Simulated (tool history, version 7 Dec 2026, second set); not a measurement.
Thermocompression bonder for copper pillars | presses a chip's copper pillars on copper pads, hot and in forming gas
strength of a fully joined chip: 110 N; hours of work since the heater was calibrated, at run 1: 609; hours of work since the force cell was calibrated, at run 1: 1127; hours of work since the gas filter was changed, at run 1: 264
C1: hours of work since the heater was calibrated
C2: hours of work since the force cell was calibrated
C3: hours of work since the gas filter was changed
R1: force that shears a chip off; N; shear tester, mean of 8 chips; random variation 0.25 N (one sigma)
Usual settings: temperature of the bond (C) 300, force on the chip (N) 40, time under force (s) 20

Run 1, hour 0: usual settings; C1 609; C2 1127; C3 264. Result: R1 39.8 N.
Run 2, hour 29.4: usual settings but time under force (s) 25; C1 631; C2 1149; C3 286. Result: R1 42.6 N.
Run 3, hour 74.6: usual settings; C1 664; C2 1183; C3 320. Result: R1 39.1 N.
At hour 81: forming gas filter changed.
Run 4, hour 117.3: usual settings; C1 696; C2 1214; C3 27. Result: R1 41.1 N.
Run 5, hour 163.9: usual settings; C1 731; C2 1249; C3 62. Result: R1 41.2 N.
Run 6, hour 210.9: usual settings but time under force (s) 12; C1 766; C2 1284; C3 97. Result: R1 33.3 N.
Run 7, hour 241.2: usual settings but time under force (s) 12; C1 788; C2 1307; C3 120. Result: R1 33.3 N.
Run 8, hour 275.9: usual settings but time under force (s) 12; C1 814; C2 1333; C3 145. Result: R1 32.9 N.
Run 9, hour 324.6: usual settings but time under force (s) 12; C1 850; C2 1369; C3 182. Result: R1 33.1 N.
Run 10, hour 362.5: usual settings but time under force (s) 21; C1 879; C2 1397; C3 210. Result: R1 40.3 N.
Run 11, hour 410: usual settings; C1 914; C2 1433; C3 246. Result: R1 39.6 N.
At hour 454.5: force cell calibrated.
Run 12, hour 456.2: usual settings; C1 948; C2 1; C3 279. Result: R1 35.5 N.
At hour 496.8: heater calibrated with a thermocouple chip.
Run 13, hour 496.8: usual settings; C1 0; C2 30; C3 308. Result: R1 37.1 N.
At hour 517.9: forming gas filter changed.
Run 14, hour 524.1: usual settings; C1 20; C2 50; C3 5. Result: R1 39.7 N.
Run 15, hour 571.1: usual settings; C1 55; C2 85; C3 40. Result: R1 39.8 N.
Run 16, hour 590.8: usual settings; C1 70; C2 100; C3 54. Result: R1 39.7 N.
Run 17, hour 630.7: usual settings; C1 100; C2 130; C3 84. Result: R1 39.6 N.
Run 18, hour 676.1: usual settings; C1 133; C2 163; C3 118. Result: R1 39.4 N.
Run 19, hour 697.5: usual settings; C1 149; C2 179; C3 134. Result: R1 39.1 N.
Run 20, hour 742.4: usual settings; C1 183; C2 213; C3 168. Result: R1 38.6 N.
Run 21, hour 766.9: usual settings but temperature of the bond (C) 328, force on the chip (N) 37, time under force (s) 59; C1 201; C2 231; C3 186. Result: R1 64 N.
Run 22, hour 810: usual settings but temperature of the bond (C) 291, force on the chip (N) 37, time under force (s) 59; C1 233; C2 263; C3 218. Result: R1 48.6 N.
Run 23, hour 832.4: usual settings but temperature of the bond (C) 303, force on the chip (N) 51; C1 250; C2 280; C3 235. Result: R1 49.5 N.
Run 24, hour 879.3: usual settings but temperature of the bond (C) 303, force on the chip (N) 42, time under force (s) 41; C1 285; C2 315; C3 270. Result: R1 52.3 N.
Run 25, hour 904: usual settings but temperature of the bond (C) 303, force on the chip (N) 42, time under force (s) 41; C1 303; C2 334; C3 288. Result: R1 52.3 N.
Run 26, hour 945.9: usual settings but temperature of the bond (C) 283, force on the chip (N) 29, time under force (s) 26; C1 335; C2 365; C3 319. Result: R1 24.6 N.
At hour 951.2: forming gas filter changed.
Run 27, hour 988.4: usual settings but temperature of the bond (C) 304, force on the chip (N) 56; C1 366; C2 396; C3 28. Result: R1 57.7 N.
Run 28, hour 1024.7: usual settings but temperature of the bond (C) 304, force on the chip (N) 56; C1 393; C2 423; C3 55. Result: R1 56.8 N.
Run 29, hour 1068.5: usual settings but temperature of the bond (C) 304, force on the chip (N) 41, time under force (s) 31; C1 426; C2 456; C3 88. Result: R1 49.4 N.
Run 30, hour 1098.2: usual settings but temperature of the bond (C) 304, force on the chip (N) 43, time under force (s) 31; C1 448; C2 478; C3 110. Result: R1 51.5 N.
Run 31, hour 1138.9: usual settings but temperature of the bond (C) 304, force on the chip (N) 43, time under force (s) 31; C1 478; C2 508; C3 140. Result: R1 50.4 N.
Run 32, hour 1158.9: usual settings but temperature of the bond (C) 314, force on the chip (N) 58, time under force (s) 24; C1 493; C2 523; C3 155. Result: R1 65.4 N.
Run 33, hour 1198.2: usual settings but temperature of the bond (C) 314, force on the chip (N) 38, time under force (s) 17; C1 523; C2 553; C3 184. Result: R1 38.7 N.
Run 34, hour 1232.5: usual settings but temperature of the bond (C) 304, force on the chip (N) 27, time under force (s) 43; C1 548; C2 578; C3 210. Result: R1 35.6 N.
Run 35, hour 1258.7: usual settings but temperature of the bond (C) 304, force on the chip (N) 27, time under force (s) 43; C1 568; C2 598; C3 229. Result: R1 35.5 N.
Run 36, hour 1280.7: usual settings but temperature of the bond (C) 290, time under force (s) 53; C1 584; C2 614; C3 246. Result: R1 50.1 N.
Run 37, hour 1311.7: usual settings but temperature of the bond (C) 290, time under force (s) 53; C1 607; C2 637; C3 269. Result: R1 49.9 N.
Run 38, hour 1338.8: usual settings but temperature of the bond (C) 290, time under force (s) 53; C1 628; C2 658; C3 289. Result: R1 49.5 N.
Run 39, hour 1365.6: usual settings but time under force (s) 54; C1 648; C2 678; C3 309. Result: R1 53.4 N.

Hidden state or all else? Some run-to-run changes of R1, split into what the settings, what came in and random variation would give without the hidden state, and what is left for the hidden state (with any gauge scatter that isn't in both results):
The hidden state here: true temperature of the bond over the reading, C; force that reaches the chip, % of what is set; oxide that the forming gas leaves, % of the face; drift of the gauge itself on shear_n, %.
Run 3 -> 4: forming gas filter changed. R1 +2 N: hidden state +2.6, all else -0.6.
Run 11 -> 12: force cell calibrated. R1 -4.1 N: hidden state -4, all else -0.1.
Run 13 -> 14: forming gas filter changed. R1 +2.6 N: hidden state +3.2, all else -0.6.
Run 25 -> 26: temperature of the bond (C) 303 -> 283, force on the chip (N) 42 -> 29, time under force (s) 41 -> 26. R1 -27.7 N: hidden state +1.7, all else -29.4.
Run 26 -> 27: temperature of the bond (C) 283 -> 304, force on the chip (N) 29 -> 56, time under force (s) 26 -> 20, forming gas filter changed. R1 +33.1 N: hidden state +2.2, all else +30.9.
Run 32 -> 33: force on the chip (N) 58 -> 38, time under force (s) 24 -> 17. R1 -26.7 N: hidden state +0.7, all else -27.4.
